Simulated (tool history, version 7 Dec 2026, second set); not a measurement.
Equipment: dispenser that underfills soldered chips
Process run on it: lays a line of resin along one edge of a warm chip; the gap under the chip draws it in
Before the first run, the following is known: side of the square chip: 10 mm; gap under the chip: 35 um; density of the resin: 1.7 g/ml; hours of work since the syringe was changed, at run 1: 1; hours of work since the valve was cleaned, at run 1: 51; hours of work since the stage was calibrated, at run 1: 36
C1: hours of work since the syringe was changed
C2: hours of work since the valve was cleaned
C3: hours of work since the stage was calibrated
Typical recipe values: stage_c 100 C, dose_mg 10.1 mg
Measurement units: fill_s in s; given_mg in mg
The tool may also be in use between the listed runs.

{"run": 1, "hour": 0.0, "stage_c": 100, "dose_mg": 10.1, "C1": 1, "C2": 51, "C3": 36, "fill_s": 162.2, "given_mg": 9.71}
{"run": 2, "hour": 6.8, "stage_c": 100, "dose_mg": 10.4, "C1": 6, "C2": 56, "C3": 41, "fill_s": 249.3, "given_mg": 9.97}
{"hour": 8.6, "done": "new syringe of resin"}
{"hour": 15.5, "done": "dispensing valve cleaned and set on the balance"}
{"run": 3, "hour": 16.6, "stage_c": 100, "dose_mg": 11.4, "C1": 5, "C2": 1, "C3": 47, "fill_s": 240.2, "given_mg": 11.45}
{"hour": 18.8, "done": "new syringe of resin"}
{"run": 4, "hour": 23.2, "stage_c": 100, "dose_mg": 11.4, "C1": 3, "C2": 6, "C3": 52, "fill_s": 198.1, "given_mg": 11.29}
{"run": 5, "hour": 27.2, "stage_c": 100, "dose_mg": 11.4, "C1": 6, "C2": 9, "C3": 55, "fill_s": 259.6, "given_mg": 11.31}
{"hour": 28.1, "done": "new syringe of resin"}
{"run": 6, "hour": 33.1, "stage_c": 100, "dose_mg": 11.4, "C1": 4, "C2": 13, "C3": 59, "fill_s": 208.4, "given_mg": 11.35}
{"hour": 37.1, "done": "new syringe of resin"}
{"run": 7, "hour": 40.1, "stage_c": 100, "dose_mg": 11.4, "C1": 2, "C2": 18, "C3": 64, "fill_s": 183.6, "given_mg": 11.29}
{"hour": 46.2, "done": "new syringe of resin"}
{"run": 8, "hour": 47.9, "stage_c": 100, "dose_mg": 11.4, "C1": 1, "C2": 23, "C3": 70, "fill_s": 171, "given_mg": 11.29}
{"run": 9, "hour": 53.4, "stage_c": 91, "dose_mg": 10.1, "C1": 5, "C2": 28, "C3": 74, "fill_s": 304.1, "given_mg": 9.95}
{"hour": 55.4, "done": "new syringe of resin"}
{"run": 10, "hour": 62.0, "stage_c": 90, "dose_mg": 10.1, "C1": 5, "C2": 34, "C3": 80, "fill_s": 300.3, "given_mg": 9.83}
{"hour": 64.7, "done": "new syringe of resin"}
{"run": 11, "hour": 68.6, "stage_c": 90, "dose_mg": 10.1, "C1": 3, "C2": 39, "C3": 85, "fill_s": 253.3, "given_mg": 9.83}
{"hour": 74.0, "done": "new syringe of resin"}
{"run": 12, "hour": 76.6, "stage_c": 90, "dose_mg": 10.1, "C1": 2, "C2": 44, "C3": 91, "fill_s": 237.2, "given_mg": 9.77}
{"run": 13, "hour": 82.0, "stage_c": 90, "dose_mg": 10.1, "C1": 6, "C2": 48, "C3": 95, "fill_s": 327.5, "given_mg": 9.77}
{"hour": 83.3, "done": "new syringe of resin"}
{"run": 14, "hour": 90.0, "stage_c": 90, "dose_mg": 10.1, "C1": 5, "C2": 54, "C3": 100, "fill_s": 298.3, "given_mg": 9.68}
{"hour": 92.9, "done": "new syringe of resin"}
{"run": 15, "hour": 94.1, "stage_c": 90, "dose_mg": 10.1, "C1": 1, "C2": 57, "C3": 103, "fill_s": 213.7, "given_mg": 9.74}
{"hour": 100.8, "done": "dispensing valve cleaned and set on the balance"}
{"hour": 102.9, "done": "new syringe of resin"}
{"run": 16, "hour": 104.2, "stage_c": 90, "dose_mg": 10.1, "C1": 1, "C2": 2, "C3": 110, "fill_s": 215.3, "given_mg": 10.07}
{"run": 17, "hour": 107.7, "stage_c": 100, "dose_mg": 10.1, "C1": 4, "C2": 5, "C3": 112, "fill_s": 204.8, "given_mg": 10.04}
{"hour": 112.3, "done": "new syringe of resin"}
{"run": 18, "hour": 113.6, "stage_c": 88, "dose_mg": 10.1, "C1": 1, "C2": 9, "C3": 117, "fill_s": 226.6, "given_mg": 10.07}
{"run": 19, "hour": 119.4, "stage_c": 114, "dose_mg": 12, "C1": 5, "C2": 13, "C3": 121, "fill_s": 163.9, "given_mg": 11.83}
{"hour": 121.4, "done": "new syringe of resin"}
{"run": 20, "hour": 124.9, "stage_c": 103, "dose_mg": 8.8, "C1": 3, "C2": 17, "C3": 125, "fill_s": 181.5, "given_mg": 8.64}
{"hour": 130.7, "done": "new syringe of resin"}
{"run": 21, "hour": 132.1, "stage_c": 100, "dose_mg": 11.2, "C1": 1, "C2": 23, "C3": 130, "fill_s": 164.7, "given_mg": 11.06}
{"run": 22, "hour": 138.0, "stage_c": 100, "dose_mg": 11.2, "C1": 6, "C2": 27, "C3": 135, "fill_s": 236.6, "given_mg": 10.96}
{"hour": 140.2, "done": "new syringe of resin"}
{"run": 23, "hour": 145.4, "stage_c": 96, "dose_mg": 9.2, "C1": 4, "C2": 32, "C3": 140, "fill_s": 236.6, "given_mg": 9.04}
{"hour": 149.5, "done": "new syringe of resin"}
{"run": 24, "hour": 152.5, "stage_c": 96, "dose_mg": 9.2, "C1": 2, "C2": 38, "C3": 145, "fill_s": 203, "given_mg": 8.94}
{"hour": 158.5, "done": "new syringe of resin"}
{"run": 25, "hour": 158.7, "stage_c": 112, "dose_mg": 12.6, "C1": 0, "C2": 42, "C3": 149, "fill_s": 113.9, "given_mg": 12.21}
{"run": 26, "hour": 165.6, "stage_c": 99, "dose_mg": 12.3, "C1": 5, "C2": 47, "C3": 155, "fill_s": 242.1, "given_mg": 11.81}
{"hour": 168.0, "done": "new syringe of resin"}
{"run": 27, "hour": 174.2, "stage_c": 99, "dose_mg": 12.3, "C1": 5, "C2": 53, "C3": 161, "fill_s": 227, "given_mg": 11.84}
{"hour": 177.3, "done": "new syringe of resin"}
{"run": 28, "hour": 183.2, "stage_c": 99, "dose_mg": 12.3, "C1": 4, "C2": 60, "C3": 168, "fill_s": 222, "given_mg": 11.69}
{"hour": 185.8, "done": "dispensing valve cleaned and set on the balance"}
{"hour": 187.8, "done": "new syringe of resin"}
{"run": 29, "hour": 193.0, "stage_c": 99, "dose_mg": 12.3, "C1": 4, "C2": 5, "C3": 174, "fill_s": 217.4, "given_mg": 12.2}
{"hour": 196.8, "done": "new syringe of resin"}
{"run": 30, "hour": 199.7, "stage_c": 99, "dose_mg": 12.3, "C1": 2, "C2": 10, "C3": 179, "fill_s": 182.5, "given_mg": 12.16}
{"hour": 205.9, "done": "new syringe of resin"}
{"run": 31, "hour": 208.0, "stage_c": 87, "dose_mg": 10.6, "C1": 2, "C2": 16, "C3": 185, "fill_s": 235.2, "given_mg": 10.48}
{"hour": 215.2, "done": "new syringe of resin"}
{"run": 32, "hour": 215.6, "stage_c": 87, "dose_mg": 10.6, "C1": 0, "C2": 21, "C3": 190, "fill_s": 220.2, "given_mg": 10.4}
{"run": 33, "hour": 222.1, "stage_c": 95, "dose_mg": 10.1, "C1": 5, "C2": 26, "C3": 195, "fill_s": 258.3, "given_mg": 10}
{"hour": 224.7, "done": "new syringe of resin"}
{"run": 34, "hour": 230.2, "stage_c": 95, "dose_mg": 10.1, "C1": 4, "C2": 32, "C3": 201, "fill_s": 242.3, "given_mg": 9.91}
{"hour": 234.1, "done": "new syringe of resin"}
{"run": 35, "hour": 237.7, "stage_c": 90, "dose_mg": 10.4, "C1": 3, "C2": 38, "C3": 206, "fill_s": 249.2, "given_mg": 10.15}

Hidden state at the last listed run before each entry between runs and at the first one after, where it differs:
From run 2 to run 3: new syringe of resin (hour 8.6); dispensing valve cleaned and set on the balance (hour 15.5)
  resin's viscosity, % of fresh resin's: 159.6 -> 156.7; dose that the valve gives, % of what is set: 95.88 -> 99.97; true chip temperature over the reading, C: 0.35 -> 0.4
  the result without the hidden state subtracted from the measured one, fill_s: +92.3 -> +85.3 s; given_mg: -0.43 -> -0.01 mg
From run 3 to run 4: new syringe of resin (hour 18.8)
  resin's viscosity, % of fresh resin's: 156.7 -> 129.9; dose that the valve gives, % of what is set: 99.97 -> 99.6; true chip temperature over the reading, C: 0.4 -> 0.44
  the result without the hidden state subtracted from the measured one, fill_s: +85.3 -> +44 s; given_mg: -0.01 -> -0.04 mg
From run 5 to run 6: new syringe of resin (hour 28.1)
  resin's viscosity, % of fresh resin's: 166.6 -> 136.4; dose that the valve gives, % of what is set: 99.37 -> 99.1; true chip temperature over the reading, C: 0.46 -> 0.49
  the result without the hidden state subtracted from the measured one, fill_s: +101.9 -> +53.7 s; given_mg: -0.07 -> -0.1 mg
From run 6 to run 7: new syringe of resin (hour 37.1)
  resin's viscosity, % of fresh resin's: 136.4 -> 118.4; dose that the valve gives, % of what is set: 99.1 -> 98.74; true chip temperature over the reading, C: 0.49 -> 0.53
  the result without the hidden state subtracted from the measured one, fill_s: +53.7 -> +26.6 s; given_mg: -0.1 -> -0.14 mg
From run 7 to run 8: new syringe of resin (hour 46.2)
  resin's viscosity, % of fresh resin's: 118.4 -> 112.1; dose that the valve gives, % of what is set: 98.74 -> 98.34; true chip temperature over the reading, C: 0.53 -> 0.57
  the result without the hidden state subtracted from the measured one, fill_s: +26.6 -> +16.4 s; given_mg: -0.14 -> -0.19 mg
From run 9 to run 10: new syringe of resin (hour 55.4)
  resin's viscosity, % of fresh resin's: 157.6 -> 151.2; dose that the valve gives, % of what is set: 98.04 -> 97.58; true chip temperature over the reading, C: 0.61 -> 0.66
  the result without the hidden state subtracted from the measured one, fill_s: +108.5 -> +98.6 s; given_mg: -0.2 -> -0.25 mg
From run 10 to run 11: new syringe of resin (hour 64.7)
  resin's viscosity, % of fresh resin's: 151.2 -> 126.1; dose that the valve gives, % of what is set: 97.58 -> 97.24; true chip temperature over the reading, C: 0.66 -> 0.7
  the result without the hidden state subtracted from the measured one, fill_s: +98.6 -> +49.2 s; given_mg: -0.25 -> -0.28 mg
From run 11 to run 12: new syringe of resin (hour 74)
  resin's viscosity, % of fresh resin's: 126.1 -> 118.5; dose that the valve gives, % of what is set: 97.24 -> 96.83; true chip temperature over the reading, C: 0.7 -> 0.74
  the result without the hidden state subtracted from the measured one, fill_s: +49.2 -> +33.8 s; given_mg: -0.28 -> -0.32 mg
From run 13 to run 14: new syringe of resin (hour 83.3)
  resin's viscosity, % of fresh resin's: 165.9 -> 151.5; dose that the valve gives, % of what is set: 96.54 -> 96.13; true chip temperature over the reading, C: 0.77 -> 0.81
  the result without the hidden state subtracted from the measured one, fill_s: +126.6 -> +97.9 s; given_mg: -0.35 -> -0.39 mg
From run 14 to run 15: new syringe of resin (hour 92.9)
  resin's viscosity, % of fresh resin's: 151.5 -> 107.2; dose that the valve gives, % of what is set: 96.13 -> 95.89; true chip temperature over the reading, C: 0.81 -> 0.83
  the result without the hidden state subtracted from the measured one, fill_s: +97.9 -> +10.6 s; given_mg: -0.39 -> -0.42 mg
From run 15 to run 16: dispensing valve cleaned and set on the balance (hour 100.8); new syringe of resin (hour 102.9)
  resin's viscosity, % of fresh resin's: 107.2 -> 108.1; dose that the valve gives, % of what is set: 95.89 -> 99.63; true chip temperature over the reading, C: 0.83 -> 0.88
  the result without the hidden state subtracted from the measured one, fill_s: +10.6 -> +11.5 s; given_mg: -0.42 -> -0.04 mg
From run 17 to run 18: new syringe of resin (hour 112.3)
  resin's viscosity, % of fresh resin's: 134.6 -> 108.4; dose that the valve gives, % of what is set: 99.43 -> 99.14; true chip temperature over the reading, C: 0.9 -> 0.94
  the result without the hidden state subtracted from the measured one, fill_s: +49.3 -> +12.3 s; given_mg: -0.06 -> -0.09 mg
From run 19 to run 20: new syringe of resin (hour 121.4)
  resin's viscosity, % of fresh resin's: 155 -> 124.2; dose that the valve gives, % of what is set: 98.83 -> 98.55; true chip temperature over the reading, C: 0.97 -> 1.01
  the result without the hidden state subtracted from the measured one, fill_s: +55.9 -> +32.1 s; given_mg: -0.14 -> -0.12 mg
From run 20 to run 21: new syringe of resin (hour 130.7)
  resin's viscosity, % of fresh resin's: 124.2 -> 108.5; dose that the valve gives, % of what is set: 98.55 -> 98.18; true chip temperature over the reading, C: 1.01 -> 1.04
  the result without the hidden state subtracted from the measured one, fill_s: +32.1 -> +9 s; given_mg: -0.12 -> -0.21 mg
From run 22 to run 23: new syringe of resin (hour 140.2)
  resin's viscosity, % of fresh resin's: 157.1 -> 137.8; dose that the valve gives, % of what is set: 97.85 -> 97.48; true chip temperature over the reading, C: 1.08 -> 1.12
  the result without the hidden state subtracted from the measured one, fill_s: +82 -> +60.6 s; given_mg: -0.24 -> -0.23 mg
From run 23 to run 24: new syringe of resin (hour 149.5)
  resin's viscosity, % of fresh resin's: 137.8 -> 119.8; dose that the valve gives, % of what is set: 97.48 -> 97.06; true chip temperature over the reading, C: 1.12 -> 1.16
  the result without the hidden state subtracted from the measured one, fill_s: +60.6 -> +29.1 s; given_mg: -0.23 -> -0.27 mg
From run 24 to run 25: new syringe of resin (hour 158.5)
  resin's viscosity, % of fresh resin's: 119.8 -> 101.4; dose that the valve gives, % of what is set: 97.06 -> 96.73; true chip temperature over the reading, C: 1.16 -> 1.19
  the result without the hidden state subtracted from the measured one, fill_s: +29.1 -> -1.5 s; given_mg: -0.27 -> -0.41 mg
From run 26 to run 27: new syringe of resin (hour 168)
  resin's viscosity, % of fresh resin's: 155.9 -> 148.3; dose that the valve gives, % of what is set: 96.35 -> 95.92; true chip temperature over the reading, C: 1.23 -> 1.28
  the result without the hidden state subtracted from the measured one, fill_s: +82 -> +69.1 s; given_mg: -0.45 -> -0.5 mg
From run 27 to run 28: new syringe of resin (hour 177.3)
  resin's viscosity, % of fresh resin's: 148.3 -> 143.5; dose that the valve gives, % of what is set: 95.92 -> 95.44; true chip temperature over the reading, C: 1.28 -> 1.33
  the result without the hidden state subtracted from the measured one, fill_s: +69.1 -> +62.2 s; given_mg: -0.5 -> -0.56 mg
From run 28 to run 29: dispensing valve cleaned and set on the balance (hour 185.8); new syringe of resin (hour 187.8)
  resin's viscosity, % of fresh resin's: 143.5 -> 138.6; dose that the valve gives, % of what is set: 95.44 -> 99.79; true chip temperature over the reading, C: 1.33 -> 1.38
  the result without the hidden state subtracted from the measured one, fill_s: +62.2 -> +55 s; given_mg: -0.56 -> -0.02 mg
From run 29 to run 30: new syringe of resin (hour 196.8)
  resin's viscosity, % of fresh resin's: 138.6 -> 119.4; dose that the valve gives, % of what is set: 99.79 -> 99.45; true chip temperature over the reading, C: 1.38 -> 1.41
  the result without the hidden state subtracted from the measured one, fill_s: +55 -> +24.1 s; given_mg: -0.02 -> -0.06 mg
From run 30 to run 31: new syringe of resin (hour 205.9)
  resin's viscosity, % of fresh resin's: 119.4 -> 113.6; dose that the valve gives, % of what is set: 99.45 -> 98.99; true chip temperature over the reading, C: 1.41 -> 1.46
  the result without the hidden state subtracted from the measured one, fill_s: +24.1 -> +20 s; given_mg: -0.06 -> -0.11 mg
From run 31 to run 32: new syringe of resin (hour 215.2)
  resin's viscosity, % of fresh resin's: 113.6 -> 102.3; dose that the valve gives, % of what is set: 98.99 -> 98.59; true chip temperature over the reading, C: 1.46 -> 1.5
  the result without the hidden state subtracted from the measured one, fill_s: +20 -> -3.8 s; given_mg: -0.11 -> -0.15 mg
From run 33 to run 34: new syringe of resin (hour 224.7)
  resin's viscosity, % of fresh resin's: 153.4 -> 140.2; dose that the valve gives, % of what is set: 98.23 -> 97.82; true chip temperature over the reading, C: 1.54 -> 1.59
  the result without the hidden state subtracted from the measured one, fill_s: +83.2 -> +62.6 s; given_mg: -0.17 -> -0.22 mg
From run 34 to run 35: new syringe of resin (hour 234.1)
  resin's viscosity, % of fresh resin's: 140.2 -> 126.8; dose that the valve gives, % of what is set: 97.82 -> 97.42; true chip temperature over the reading, C: 1.59 -> 1.63
  the result without the hidden state subtracted from the measured one, fill_s: +62.6 -> +44.4 s; given_mg: -0.22 -> -0.27 mg

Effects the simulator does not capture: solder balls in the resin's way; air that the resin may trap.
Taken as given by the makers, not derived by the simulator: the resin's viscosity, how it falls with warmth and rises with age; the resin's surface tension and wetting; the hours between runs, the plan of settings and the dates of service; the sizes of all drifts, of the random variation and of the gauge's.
